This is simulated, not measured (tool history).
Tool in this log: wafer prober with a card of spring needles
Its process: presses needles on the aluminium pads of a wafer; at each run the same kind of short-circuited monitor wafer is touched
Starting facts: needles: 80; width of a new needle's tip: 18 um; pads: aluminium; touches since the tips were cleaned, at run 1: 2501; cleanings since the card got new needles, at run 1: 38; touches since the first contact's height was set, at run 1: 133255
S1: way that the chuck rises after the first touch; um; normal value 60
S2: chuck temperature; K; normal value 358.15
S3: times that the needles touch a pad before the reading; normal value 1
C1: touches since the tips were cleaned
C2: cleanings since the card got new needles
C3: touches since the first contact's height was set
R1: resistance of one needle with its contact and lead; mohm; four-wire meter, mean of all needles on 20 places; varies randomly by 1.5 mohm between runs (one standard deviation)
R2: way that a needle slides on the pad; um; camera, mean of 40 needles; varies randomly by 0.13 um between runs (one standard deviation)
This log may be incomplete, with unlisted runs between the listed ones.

{"run": 1, "day": 0.0, "S1": 60, "S2": 358.15, "S3": 1, "C1": 2501, "C2": 38, "C3": 133255, "R1": 139, "R2": 11.3}
{"day": 0.042, "done": "tips cleaned on abrasive film"}
{"day": 0.258, "done": "tips cleaned on abrasive film"}
{"run": 2, "day": 0.258, "S1": 60, "S2": 358.15, "S3": 1, "C1": 0, "C2": 40, "C3": 137048, "R1": 139, "R2": 11.38}
{"day": 0.475, "done": "tips cleaned on abrasive film"}
{"run": 3, "day": 0.596, "S1": 60, "S2": 358.15, "S3": 1, "C1": 1825, "C2": 41, "C3": 142173, "R1": 142, "R2": 11.12}
{"day": 0.688, "done": "tips cleaned on abrasive film"}
{"day": 0.883, "done": "tips cleaned on abrasive film"}
{"run": 4, "day": 1.071, "S1": 60, "S2": 358.15, "S3": 1, "C1": 2851, "C2": 43, "C3": 149286, "R1": 142, "R2": 11.49}
{"day": 1.112, "done": "tips cleaned on abrasive film"}
{"day": 1.312, "done": "tips cleaned on abrasive film"}
{"run": 5, "day": 1.346, "S1": 60, "S2": 358.15, "S3": 1, "C1": 483, "C2": 45, "C3": 153341, "R1": 140, "R2": 11.44}
{"day": 1.525, "done": "tips cleaned on abrasive film"}
{"run": 6, "day": 1.654, "S1": 60, "S2": 358.15, "S3": 1, "C1": 1988, "C2": 46, "C3": 158038, "R1": 138, "R2": 11.29}
{"day": 1.738, "done": "tips cleaned on abrasive film"}
{"day": 1.942, "done": "tips cleaned on abrasive film"}
{"run": 7, "day": 2.104, "S1": 60, "S2": 358.15, "S3": 1, "C1": 2488, "C2": 48, "C3": 164762, "R1": 140, "R2": 11.46}
{"day": 2.175, "done": "tips cleaned on abrasive film"}
{"day": 2.388, "done": "tips cleaned on abrasive film"}
{"run": 8, "day": 2.533, "S1": 60, "S2": 358.15, "S3": 1, "C1": 2237, "C2": 50, "C3": 171205, "R1": 140, "R2": 11.26}
{"day": 2.617, "done": "tips cleaned on abrasive film"}
{"day": 2.817, "done": "tips cleaned on abrasive film"}
{"run": 9, "day": 2.904, "S1": 60, "S2": 358.15, "S3": 2, "C1": 1306, "C2": 52, "C3": 176701, "R1": 140, "R2": 11.44}
{"day": 3.025, "done": "tips cleaned on abrasive film"}
{"day": 3.254, "done": "tips cleaned on abrasive film"}
{"run": 10, "day": 3.333, "S1": 42, "S2": 397.15, "S3": 2, "C1": 1207, "C2": 54, "C3": 183155, "R1": 153, "R2": 8.04}
{"day": 3.462, "done": "tips cleaned on abrasive film"}
{"run": 11, "day": 3.646, "S1": 42, "S2": 397.15, "S3": 2, "C1": 2772, "C2": 55, "C3": 187853, "R1": 154, "R2": 7.97}
{"day": 3.671, "done": "tips cleaned on abrasive film"}
{"run": 12, "day": 3.85, "S1": 42, "S2": 397.15, "S3": 2, "C1": 2755, "C2": 56, "C3": 190927, "R1": 154, "R2": 7.87}
{"day": 3.892, "done": "tips cleaned on abrasive film"}
{"day": 4.108, "done": "tips cleaned on abrasive film"}
{"run": 13, "day": 4.262, "S1": 53, "S2": 358.15, "S3": 1, "C1": 2406, "C2": 58, "C3": 197102, "R1": 144, "R2": 10.06}
{"day": 4.333, "done": "tips cleaned on abrasive film"}
{"day": 4.55, "done": "tips cleaned on abrasive film"}
{"run": 14, "day": 4.562, "S1": 60, "S2": 358.15, "S3": 1, "C1": 188, "C2": 60, "C3": 201511, "R1": 141, "R2": 11.65}
{"day": 4.775, "done": "tips cleaned on abrasive film"}
{"run": 15, "day": 4.812, "S1": 60, "S2": 358.15, "S3": 1, "C1": 549, "C2": 61, "C3": 205262, "R1": 140, "R2": 11.51}
{"day": 4.996, "done": "tips cleaned on abrasive film"}
{"day": 5.217, "done": "tips cleaned on abrasive film"}
{"run": 16, "day": 5.217, "S1": 65, "S2": 323.15, "S3": 3, "C1": 0, "C2": 63, "C3": 211329, "R1": 133, "R2": 12.37}
{"day": 5.446, "done": "tips cleaned on abrasive film"}
{"run": 17, "day": 5.492, "S1": 65, "S2": 323.15, "S3": 3, "C1": 710, "C2": 64, "C3": 215494, "R1": 135, "R2": 12.5}
{"day": 5.662, "done": "tips cleaned on abrasive film"}
{"day": 5.871, "done": "tips cleaned on abrasive film"}
{"run": 18, "day": 5.933, "S1": 74, "S2": 323.15, "S3": 2, "C1": 952, "C2": 66, "C3": 222059, "R1": 132, "R2": 14.19}

What differs in the tool's unlogged condition from the final listed run ahead of each entry between runs to the first listed run following it?
From run 1 to run 2: tips cleaned on abrasive film (day 0.042); tips cleaned on abrasive film (day 0.258)
  debris on the tips, nm: 0.2 -> 0
From run 2 to run 3: tips cleaned on abrasive film (day 0.475)
  debris on the tips, nm: 0 -> 0.2
From run 3 to run 4: tips cleaned on abrasive film (day 0.688); tips cleaned on abrasive film (day 0.883)
  the hidden state is the same at both runs
From run 4 to run 5: tips cleaned on abrasive film (day 1.112); tips cleaned on abrasive film (day 1.312)
  debris on the tips, nm: 0.2 -> 0.1
From run 5 to run 6: tips cleaned on abrasive film (day 1.525)
  debris on the tips, nm: 0.1 -> 0.2
From run 6 to run 7: tips cleaned on abrasive film (day 1.738); tips cleaned on abrasive film (day 1.942)
  the hidden state is the same at both runs
From run 7 to run 8: tips cleaned on abrasive film (day 2.175); tips cleaned on abrasive film (day 2.388)
  the hidden state is the same at both runs
From run 8 to run 9: tips cleaned on abrasive film (day 2.617); tips cleaned on abrasive film (day 2.817)
  debris on the tips, nm: 0.2 -> 0.1
From run 9 to run 10: tips cleaned on abrasive film (day 3.025); tips cleaned on abrasive film (day 3.254)
  way that the needles fall short of the set height, um: 0.02 -> 0.03
From run 10 to run 11: tips cleaned on abrasive film (day 3.462)
  debris on the tips, nm: 0.1 -> 0.2
From run 11 to run 12: tips cleaned on abrasive film (day 3.671)
  the hidden state is the same at both runs
From run 12 to run 13: tips cleaned on abrasive film (day 3.892); tips cleaned on abrasive film (day 4.108)
  the hidden state is the same at both runs
From run 13 to run 14: tips cleaned on abrasive film (day 4.333); tips cleaned on abrasive film (day 4.55)
  debris on the tips, nm: 0.2 -> 0
From run 14 to run 15: tips cleaned on abrasive film (day 4.775)
  debris on the tips, nm: 0 -> 0.1
From run 15 to run 16: tips cleaned on abrasive film (day 4.996); tips cleaned on abrasive film (day 5.217)
  debris on the tips, nm: 0.1 -> 0
From run 16 to run 17: tips cleaned on abrasive film (day 5.446)
  debris on the tips, nm: 0 -> 0.1
From run 17 to run 18: tips cleaned on abrasive film (day 5.662); tips cleaned on abrasive film (day 5.871)
  the hidden state is the same at both runs

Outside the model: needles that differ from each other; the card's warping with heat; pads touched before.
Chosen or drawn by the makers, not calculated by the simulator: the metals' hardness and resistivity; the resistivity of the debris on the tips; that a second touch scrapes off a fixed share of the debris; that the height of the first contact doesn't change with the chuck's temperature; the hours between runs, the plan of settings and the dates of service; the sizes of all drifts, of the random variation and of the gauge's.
